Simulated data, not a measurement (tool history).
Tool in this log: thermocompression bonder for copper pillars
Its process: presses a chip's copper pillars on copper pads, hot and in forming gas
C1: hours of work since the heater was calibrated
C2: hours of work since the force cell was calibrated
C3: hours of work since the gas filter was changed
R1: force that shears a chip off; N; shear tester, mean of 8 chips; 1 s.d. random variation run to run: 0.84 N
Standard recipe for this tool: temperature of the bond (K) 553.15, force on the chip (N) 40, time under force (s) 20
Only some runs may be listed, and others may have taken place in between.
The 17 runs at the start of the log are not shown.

{"run": 18, "day": 23.35, "temperature of the bond (K)": 553.15, "force on the chip (N)": 57, "time under force (s)": 20, "C1": 153, "C2": 319, "C3": 98, "R1": 80.5}
{"run": 19, "day": 25.325, "temperature of the bond (K)": 534.15, "force on the chip (N)": 40, "time under force (s)": 20, "C1": 188, "C2": 353, "C3": 133, "R1": 55}
{"run": 20, "day": 26.567, "temperature of the bond (K)": 543.15, "force on the chip (N)": 40, "time under force (s)": 20, "C1": 210, "C2": 375, "C3": 155, "R1": 59.3}
{"run": 21, "day": 27.575, "temperature of the bond (K)": 543.15, "force on the chip (N)": 40, "time under force (s)": 20, "C1": 228, "C2": 393, "C3": 172, "R1": 59.4}
{"run": 22, "day": 29.079, "temperature of the bond (K)": 569.15, "force on the chip (N)": 40, "time under force (s)": 20, "C1": 254, "C2": 419, "C3": 199, "R1": 71.9}
{"run": 23, "day": 31.017, "temperature of the bond (K)": 553.15, "force on the chip (N)": 27, "time under force (s)": 12, "C1": 288, "C2": 453, "C3": 233, "R1": 39.6}
{"run": 24, "day": 32.658, "temperature of the bond (K)": 553.15, "force on the chip (N)": 45, "time under force (s)": 37, "C1": 317, "C2": 482, "C3": 262, "R1": 78.1}
{"run": 25, "day": 34.167, "temperature of the bond (K)": 525.15, "force on the chip (N)": 35, "time under force (s)": 19, "C1": 343, "C2": 509, "C3": 288, "R1": 41.4}
{"run": 26, "day": 35.038, "temperature of the bond (K)": 553.15, "force on the chip (N)": 48, "time under force (s)": 19, "C1": 359, "C2": 524, "C3": 303, "R1": 69}
{"run": 27, "day": 36.496, "temperature of the bond (K)": 553.15, "force on the chip (N)": 48, "time under force (s)": 19, "C1": 384, "C2": 549, "C3": 329, "R1": 67.2}
{"run": 28, "day": 37.342, "temperature of the bond (K)": 553.15, "force on the chip (N)": 47, "time under force (s)": 20, "C1": 399, "C2": 564, "C3": 344, "R1": 66.8}
{"run": 29, "day": 38.904, "temperature of the bond (K)": 544.15, "force on the chip (N)": 37, "time under force (s)": 12, "C1": 427, "C2": 592, "C3": 371, "R1": 43.9}
{"run": 30, "day": 40.021, "temperature of the bond (K)": 528.15, "force on the chip (N)": 33, "time under force (s)": 36, "C1": 446, "C2": 611, "C3": 391, "R1": 50.9}
{"run": 31, "day": 41.867, "temperature of the bond (K)": 540.15, "force on the chip (N)": 36, "time under force (s)": 32, "C1": 479, "C2": 644, "C3": 423, "R1": 57}
{"run": 32, "day": 42.812, "temperature of the bond (K)": 537.15, "force on the chip (N)": 32, "time under force (s)": 28, "C1": 495, "C2": 660, "C3": 440, "R1": 48}
{"run": 33, "day": 44.167, "temperature of the bond (K)": 582.15, "force on the chip (N)": 38, "time under force (s)": 28, "C1": 519, "C2": 684, "C3": 464, "R1": 73.6}
{"day": 44.767, "done": "forming gas filter changed"}
{"run": 34, "day": 45.092, "temperature of the bond (K)": 553.15, "force on the chip (N)": 40, "time under force (s)": 13, "C1": 535, "C2": 700, "C3": 6, "R1": 57}
{"run": 35, "day": 47.075, "temperature of the bond (K)": 553.15, "force on the chip (N)": 40, "time under force (s)": 13, "C1": 570, "C2": 735, "C3": 41, "R1": 54.8}
{"run": 36, "day": 48.942, "temperature of the bond (K)": 553.15, "force on the chip (N)": 40, "time under force (s)": 13, "C1": 603, "C2": 768, "C3": 73, "R1": 55.2}
{"run": 37, "day": 50.833, "temperature of the bond (K)": 553.15, "force on the chip (N)": 40, "time under force (s)": 13, "C1": 636, "C2": 801, "C3": 107, "R1": 55.1}
{"run": 38, "day": 52.438, "temperature of the bond (K)": 555.15, "force on the chip (N)": 42, "time under force (s)": 24, "C1": 664, "C2": 829, "C3": 135, "R1": 68.5}
{"day": 53.667, "done": "force cell calibrated"}
{"run": 39, "day": 54.242, "temperature of the bond (K)": 555.15, "force on the chip (N)": 42, "time under force (s)": 24, "C1": 695, "C2": 10, "C3": 165, "R1": 66}

Each row is a separate what-if for the run after 39, all from the same tool condition, not one after another. Results?
{"run": "A", "day": 55.417, "temperature of the bond (K)": 572.15, "force on the chip (N)": 40, "time under force (s)": 20, "C1": 715, "C2": 31, "C3": 186, "R1": "?"}
{"run": "B", "day": 55.417, "temperature of the bond (K)": 553.15, "force on the chip (N)": 28, "time under force (s)": 11, "C1": 715, "C2": 31, "C3": 186, "R1": "?"}
{"run": "C", "day": 55.417, "temperature of the bond (K)": 561.15, "force on the chip (N)": 42, "time under force (s)": 15, "C1": 715, "C2": 31, "C3": 186, "R1": "?"}
{"run": "D", "day": 55.417, "temperature of the bond (K)": 555.15, "force on the chip (N)": 42, "time under force (s)": 22, "C1": 715, "C2": 31, "C3": 186, "R1": "?"}

run=A R1=69.7
run=B R1=36.6
run=C R1=61.7
run=D R1=65.6
The same runs, with their run-to-run variation unchanged, on a tool lacking any hidden condition would have given:
run=A R1=78.1
run=B R1=42.6
run=C R1=70
run=D R1=74.2

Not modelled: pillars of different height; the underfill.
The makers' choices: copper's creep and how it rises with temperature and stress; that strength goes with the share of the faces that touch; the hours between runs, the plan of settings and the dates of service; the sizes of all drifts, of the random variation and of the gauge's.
